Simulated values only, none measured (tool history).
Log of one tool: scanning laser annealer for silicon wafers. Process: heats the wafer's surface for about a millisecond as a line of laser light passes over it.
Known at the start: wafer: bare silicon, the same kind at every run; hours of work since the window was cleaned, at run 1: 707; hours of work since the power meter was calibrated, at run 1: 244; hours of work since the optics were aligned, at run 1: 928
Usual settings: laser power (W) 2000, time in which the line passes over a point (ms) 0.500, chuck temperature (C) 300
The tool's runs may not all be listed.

run,hour,laser power (W),time in which the line passes over a point (ms),chuck temperature (C),hours of work since the window was cleaned,hours of work since the power meter was calibrated,hours of work since the optics were aligned,highest temperature of the surface (C)
1,0.0,2000,0.500,300,707,244,928,1119
2,5.9,2000,0.500,300,711,248,932,1123
3,13.1,2000,0.500,300,715,252,937,1126
4,24.9,1860,0.500,300,723,260,945,1054
5,36.0,1927,0.500,300,731,267,952,1084
6,45.1,1927,0.500,300,737,273,958,1086
7,58.1,1927,0.500,300,745,282,967,1088
8,65.0,1927,0.500,300,750,287,971,1088
9,70.4,1927,0.500,300,753,290,975,1088
10,83.5,1955,0.500,300,762,299,984,1103
11,93.2,1955,0.500,300,768,305,990,1097
12,100.6,1955,0.500,300,773,310,995,1097
13,108.3,1955,0.500,300,778,315,1000,1105
14,116.3,1955,0.500,300,784,321,1005,1101
15,127.5,1955,0.500,300,791,328,1013,1103
16,139.2,2000,0.500,300,799,336,1020,1121
17,149.9,2000,0.500,300,806,343,1028,1123
18,158.1,2000,0.500,300,811,348,1033,1124
19,167.3,2000,0.536,300,818,354,1039,1148
20,174.3,2000,0.536,300,822,359,1044,1149

Run 21 comes next. What will it give?
21,186.0,2000,0.536,300,830,367,1051,?

Run 21 gave highest temperature of the surface (C) 1153.
Without the tool's hidden state the same run would have given highest temperature of the surface (C) 1155.
